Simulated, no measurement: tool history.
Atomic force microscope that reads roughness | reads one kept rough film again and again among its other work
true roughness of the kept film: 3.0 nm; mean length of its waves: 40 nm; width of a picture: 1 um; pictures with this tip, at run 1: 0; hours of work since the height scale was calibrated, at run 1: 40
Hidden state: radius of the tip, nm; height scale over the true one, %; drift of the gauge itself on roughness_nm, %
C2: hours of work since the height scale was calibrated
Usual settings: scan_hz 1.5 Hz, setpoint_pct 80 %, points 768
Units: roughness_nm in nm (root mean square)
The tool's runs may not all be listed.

run 1 hour=0 | scan_hz=1.5 setpoint_pct=80 points=768 | pictures_with_this_tip=0 C2=40 | roughness_nm=2.443
run 2 hour=6.4 | scan_hz=1.5 setpoint_pct=80 points=768 | pictures_with_this_tip=9 C2=45 | roughness_nm=2.462
run 3 hour=18.1 | scan_hz=1.5 setpoint_pct=80 points=768 | pictures_with_this_tip=24 C2=53 | roughness_nm=2.466
run 4 hour=30.5 | scan_hz=1.5 setpoint_pct=80 points=768 | pictures_with_this_tip=41 C2=63 | roughness_nm=2.451
run 5 hour=40 | scan_hz=1.5 setpoint_pct=80 points=768 | pictures_with_this_tip=54 C2=70 | roughness_nm=2.432
run 6 hour=50.6 | scan_hz=1.5 setpoint_pct=80 points=473 | pictures_with_this_tip=68 C2=78 | roughness_nm=2.422
run 7 hour=60.5 | scan_hz=1.5 setpoint_pct=66 points=473 | pictures_with_this_tip=81 C2=86 | roughness_nm=2.603
run 8 hour=72.4 | scan_hz=1.5 setpoint_pct=66 points=473 | pictures_with_this_tip=97 C2=94 | roughness_nm=2.595
run 9 hour=81.4 | scan_hz=1.5 setpoint_pct=80 points=536 | pictures_with_this_tip=109 C2=101 | roughness_nm=2.367
run 10 hour=92.6 | scan_hz=1 setpoint_pct=80 points=536 | pictures_with_this_tip=125 C2=110 | roughness_nm=2.495
run 11 hour=103.1 | scan_hz=1.5 setpoint_pct=87 points=454 | pictures_with_this_tip=139 C2=118 | roughness_nm=2.233
run 12 hour=112.2 | scan_hz=1.17 setpoint_pct=87 points=269 | pictures_with_this_tip=151 C2=125 | roughness_nm=2.286
run 13 hour=123.6 | scan_hz=2.2 setpoint_pct=58 points=851 | pictures_with_this_tip=166 C2=133 | roughness_nm=2.539
run 14 hour=131.8 | scan_hz=1.5 setpoint_pct=84 points=768 | pictures_with_this_tip=177 C2=139 | roughness_nm=2.26
run 15 hour=142.8 | scan_hz=0.74 setpoint_pct=80 points=768 | pictures_with_this_tip=192 C2=148 | roughness_nm=2.51
run 16 hour=154.8 | scan_hz=2.27 setpoint_pct=66 points=951 | pictures_with_this_tip=208 C2=157 | roughness_nm=2.413
run 17 hour=166.7 | scan_hz=1.41 setpoint_pct=80 points=768 | pictures_with_this_tip=224 C2=166 | roughness_nm=2.306
-- hour=167.8 new tip fitted
run 18 hour=174.2 | scan_hz=2.44 setpoint_pct=55 points=349 | pictures_with_this_tip=9 C2=171 | roughness_nm=2.693
run 19 hour=186.5 | scan_hz=1.5 setpoint_pct=80 points=284 | pictures_with_this_tip=25 C2=180 | roughness_nm=2.407
run 20 hour=195.4 | scan_hz=1.5 setpoint_pct=80 points=284 | pictures_with_this_tip=37 C2=187 | roughness_nm=2.42

5 ways to go on from here, each from the tool as it stands after run 20. What would each give?
run A hour=205 | scan_hz=1.5 setpoint_pct=71 points=545 | pictures_with_this_tip=50 C2=194 | roughness_nm=?
run B hour=205 | scan_hz=1.33 setpoint_pct=85 points=948 | pictures_with_this_tip=50 C2=194 | roughness_nm=?
run C hour=205 | scan_hz=0.61 setpoint_pct=71 points=768 | pictures_with_this_tip=50 C2=194 | roughness_nm=?
run D hour=205 | scan_hz=1.92 setpoint_pct=78 points=623 | pictures_with_this_tip=50 C2=194 | roughness_nm=?
run E hour=205 | scan_hz=2.1 setpoint_pct=80 points=286 | pictures_with_this_tip=50 C2=194 | roughness_nm=?

run=A roughness_nm=2.56
run=B roughness_nm=2.382
run=C roughness_nm=2.71
run=D roughness_nm=2.375
run=E roughness_nm=2.283
Without the tool's hidden state the same runs would have given:
run=A roughness_nm=2.609
run=B roughness_nm=2.428
run=C roughness_nm=2.762
run=D roughness_nm=2.421
run=E roughness_nm=2.326
